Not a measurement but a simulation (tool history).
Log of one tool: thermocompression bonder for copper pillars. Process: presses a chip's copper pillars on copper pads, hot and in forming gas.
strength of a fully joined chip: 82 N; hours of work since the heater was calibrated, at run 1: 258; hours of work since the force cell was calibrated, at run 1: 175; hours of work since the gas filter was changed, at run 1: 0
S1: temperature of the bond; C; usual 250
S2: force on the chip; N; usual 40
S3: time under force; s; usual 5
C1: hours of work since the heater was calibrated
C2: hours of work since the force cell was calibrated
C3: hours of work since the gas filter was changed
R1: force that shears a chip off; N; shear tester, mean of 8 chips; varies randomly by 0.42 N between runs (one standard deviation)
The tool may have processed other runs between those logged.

run	hour	S1	S2	S3	C1	C2	C3	R1
1	0.0	250	40	5	258	175	0	51.2
2	51.3	250	40	5	284	201	26	51.8
3	84.3	250	40	5	301	218	43	51.7
4	128.1	250	40	4	324	240	66	48.3
5	174.9	278	40	5	348	264	90	67.4
6	217.4	250	40	10	369	286	111	62.1
7	255.3	250	40	10	389	305	131	61.1
8	288.9	250	40	10	406	323	148	61.6
9	315.3	250	40	5	420	336	161	51.3
10	345.4	250	40	5	435	351	177	51.1
11	386.2	250	50	5	456	372	198	60.1
12	419.7	250	40	9	473	390	215	59.7
13	457.5	250	40	9	492	409	234	59.3
14	509.4	235	40	9	519	435	261	49.1
15	554.5	235	40	9	542	459	284	49.8
16	583.2	241	40	4	557	473	299	42.0
# hour 621.7: forming gas filter changed
17	628.4	243	24	8	580	496	3	37.0

Estimate the outcome of run 18 from the log above:
18	661.3	224	40	5	597	513	20	?

R1: 35.8 N
Minus the tool's unlogged condition, the same run would have read R1 33.4 N.

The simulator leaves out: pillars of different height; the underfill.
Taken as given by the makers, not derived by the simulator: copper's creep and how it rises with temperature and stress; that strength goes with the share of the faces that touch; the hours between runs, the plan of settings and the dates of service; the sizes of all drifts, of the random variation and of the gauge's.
